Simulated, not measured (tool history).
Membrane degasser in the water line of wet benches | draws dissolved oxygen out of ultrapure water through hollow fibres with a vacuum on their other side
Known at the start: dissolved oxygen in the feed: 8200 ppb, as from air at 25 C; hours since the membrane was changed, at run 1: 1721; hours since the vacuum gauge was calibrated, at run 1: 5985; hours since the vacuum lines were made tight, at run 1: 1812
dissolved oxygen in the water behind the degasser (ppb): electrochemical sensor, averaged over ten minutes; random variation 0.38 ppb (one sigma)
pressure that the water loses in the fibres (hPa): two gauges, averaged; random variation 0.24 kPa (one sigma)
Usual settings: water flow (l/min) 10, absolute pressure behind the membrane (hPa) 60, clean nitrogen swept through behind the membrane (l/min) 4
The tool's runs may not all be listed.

run    hour  water flow (l/min)  absolute pressure behind the membrane (hPa)  clean nitrogen swept through behind the membrane (l/min)  hours since the membrane was changed  hours since the vacuum gauge was calibrated  hours since the vacuum lines were made tight  dissolved oxygen in the water behind the degasser (ppb)  pressure that the water loses in the fibres (hPa)
  1       0                  10                                           60                                                         4                                  1721                                         5985                                          1812                                                     24.5                                              610.7
  2    27.9                  10                                           60                                                         4                                  1749                                         6013                                          1840                                                     24.4                                              613.9
  3    68.9                  12                                           60                                                         4                                  1790                                         6054                                          1881                                                     36.5                                              731.6
  4   108.7                  12                                           60                                                         4                                  1830                                         6094                                          1920                                                     36.3                                              736.2
  5   138.4                  12                                           60                                                         4                                  1859                                         6124                                          1950                                                     35.9                                              737.2
  6   202.4                  10                                           60                                                         4                                  1923                                         6188                                          2014                                                     24.3                                              607.3
  7   234.9                  10                                           60                                                         4                                  1956                                         6220                                          2047                                                     24.1                                              610.1
  8   265.7                  10                                           60                                                         4                                  1987                                         6251                                          2077                                                     24.2                                              609.3
  9   308.3                  10                                           60                                                         4                                  2029                                         6294                                          2120                                                     24.5                                              608.1
 10     369                   7                                           60                                                         4                                  2090                                         6354                                          2181                                                     13.1                                                430
 11   423.1                   7                                           60                                                         4                                  2144                                         6408                                          2235                                                     13.3                                              427.7
 12   475.3                   7                                           60                                                         4                                  2196                                         6461                                          2287                                                     13.5                                              422.9
 13   542.4                   7                                           60                                                         4                                  2263                                         6528                                          2354                                                     13.3                                              422.8
 14   593.8                  15                                           60                                                         4                                  2315                                         6579                                          2405                                                       64                                                915
 15   628.6                  10                                         81.5                                                         4                                  2350                                         6614                                          2440                                                     38.3                                              608.2
 16   659.6                  10                                           60                                                         4                                  2381                                         6645                                          2471                                                     24.5                                              610.8
 17   715.1                  10                                           60                                                         4                                  2436                                         6700                                          2527                                                       24                                              605.7
 18   755.6                  10                                         42.4                                                      4.84                                  2477                                         6741                                          2567                                                     12.8                                              609.7
 19   804.4                  14                                         42.4                                                      4.84                                  2525                                         6790                                          2616                                                     36.4                                              854.3
 20   864.4                  12                                        139.4                                                      6.06                                  2585                                         6850                                          2676                                                     67.8                                              734.4
 21   920.2                  12                                        139.4                                                      6.06                                  2641                                         6905                                          2732                                                     67.3                                              732.7
 22   955.1                  12                                        139.4                                                      6.06                                  2676                                         6940                                          2767                                                     68.3                                              735.7
 23   984.2                  10                                           60                                                      5.03                                  2705                                         6969                                          2796                                                     20.8                                              608.3
 24  1038.2                  16                                         39.5                                                      2.19                                  2759                                         7023                                          2850                                                       60                                              979.9
 25  1103.2                  10                                           60                                                      4.73                                  2824                                         7088                                          2915                                                     21.6                                              608.3
 26  1168.7                  13                                        139.1                                                      4.26                                  2890                                         7154                                          2980                                                     99.5                                              794.3
     1195.7  -- vacuum gauge calibrated
 27  1201.4                   9                                         52.7                                                      4.06                                  2922                                            6                                          3013                                                       15                                              550.7
 28  1234.5                  10                                        100.1                                                      7.31                                  2955                                           39                                          3046                                                       30                                              614.4
 29  1273.7                  10                                        100.1                                                      7.31                                  2994                                           78                                          3085                                                     29.9                                                608
 30  1309.4                  10                                        100.1                                                      7.31                                  3030                                          114                                          3121                                                     30.1                                              609.2
 31  1361.1                  10                                           60                                                      1.67                                  3082                                          165                                          3172                                                     46.6                                              610.7

Hidden state at the last listed run before each entry between runs and at the first one after, where it differs:
Between runs 26 and 27: vacuum gauge calibrated (hour 1195.7)
  true pressure behind the membrane over the reading, kPa: 0.01 -> 0
